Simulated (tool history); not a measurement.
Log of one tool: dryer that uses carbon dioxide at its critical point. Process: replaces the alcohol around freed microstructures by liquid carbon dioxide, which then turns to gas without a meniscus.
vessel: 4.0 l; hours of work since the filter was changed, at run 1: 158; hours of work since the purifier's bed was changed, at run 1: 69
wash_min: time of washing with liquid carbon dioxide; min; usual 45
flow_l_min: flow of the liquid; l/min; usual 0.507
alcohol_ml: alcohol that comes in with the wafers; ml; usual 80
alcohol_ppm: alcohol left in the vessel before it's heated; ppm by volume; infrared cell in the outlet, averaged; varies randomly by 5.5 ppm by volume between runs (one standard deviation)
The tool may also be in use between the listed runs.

run,hour,wash_min,flow_l_min,alcohol_ml,hours of work since the filter was changed,hours of work since the purifier's bed was changed,alcohol_ppm
1,0,45,0.507,80,158,69,228
2,10.6,45,0.507,80,161,72,223
3,23.6,68,0.507,80,165,76,63
4,36.7,68,0.507,80,170,81,59
5,44,68,0.507,80,172,83,53
6,49.9,68,0.507,80,174,85,56
7,57.8,68,0.507,80,176,87,57
8,69,68,0.507,80,180,91,68
9,81.2,63,0.82,29,184,95,43
10,90.5,39,0.507,80,187,98,414
11,97.7,37,0.507,86,189,100,530
12,104.5,57,0.406,41,191,102,156

Consider 4 possible next runs. They are alternatives, not a sequence: every one starts from the tool as it was left by run 12. What does each give?
A,114.5,48,0.766,79,194,105,?
B,114.5,46,0.406,41,194,105,?
C,114.5,45,0.418,80,194,105,?
D,114.5,57,0.683,41,194,105,?

run,alcohol_ppm
A,60
B,305
C,544
D,54
Had the tool no hidden state, the same runs would have come out as:
run,alcohol_ppm
A,10
B,210
C,404
D,4
